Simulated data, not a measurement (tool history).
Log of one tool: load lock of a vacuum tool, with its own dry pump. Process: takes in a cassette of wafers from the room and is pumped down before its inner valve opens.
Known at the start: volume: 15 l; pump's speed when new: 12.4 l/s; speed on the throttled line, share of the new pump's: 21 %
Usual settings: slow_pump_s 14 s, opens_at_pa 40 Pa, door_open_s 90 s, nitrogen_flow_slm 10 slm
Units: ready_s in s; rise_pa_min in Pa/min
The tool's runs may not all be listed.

run,hour,slow_pump_s,opens_at_pa,door_open_s,nitrogen_flow_slm,"incoming humidity of the room's air, %",ready_s,rise_pa_min
1,0.0,14,40,90,10,43.2,20.72,0.560
2,70.5,14,40,90,10,43.4,20.78,0.570
# hour 157.7: door's seal changed, seat wiped
3,178.5,14,40,90,10,43.6,20.72,0.106
4,264.6,14,40,90,10,43.2,20.92,0.107
5,366.0,14,40,90,10,41.1,20.86,0.103
6,456.5,14,40,90,10,45.0,20.83,0.114
7,538.9,14,40,90,10,43.4,20.74,0.111
8,591.3,14,40,90,10,49.5,20.88,0.121
9,655.3,14,40,90,10,42.1,20.78,0.110
10,727.1,14,37,90,10,48.4,20.90,0.124
11,830.6,14,37,90,10,46.3,20.96,0.121
12,879.0,14,37,90,19,48.7,20.91,0.109
13,970.9,14,68,94,10,44.5,20.13,0.125
14,1058.7,14,68,94,10,44.0,20.19,0.126
15,1138.6,12,68,94,13,41.8,18.58,0.116
16,1210.6,14,31,87,10,44.9,21.11,0.124
17,1275.6,14,31,87,10,44.5,21.09,0.130
18,1365.6,14,41,90,12,47.3,20.93,0.128
19,1422.5,14,41,90,12,49.1,20.74,0.145
20,1489.1,8,35,45,29,46.8,16.45,0.076
21,1570.0,8,35,45,29,44.6,16.52,0.078
22,1681.3,8,35,28,29,46.8,16.38,0.071

Run 23 comes next. What will it give?
23,1779.1,8,35,28,29,46.4,?,?

ready_s: 16.52 s
rise_pa_min: 0.068 Pa/min
Without the tool's hidden state the same run would have given ready_s 16.06 s, rise_pa_min 0.034 Pa/min.

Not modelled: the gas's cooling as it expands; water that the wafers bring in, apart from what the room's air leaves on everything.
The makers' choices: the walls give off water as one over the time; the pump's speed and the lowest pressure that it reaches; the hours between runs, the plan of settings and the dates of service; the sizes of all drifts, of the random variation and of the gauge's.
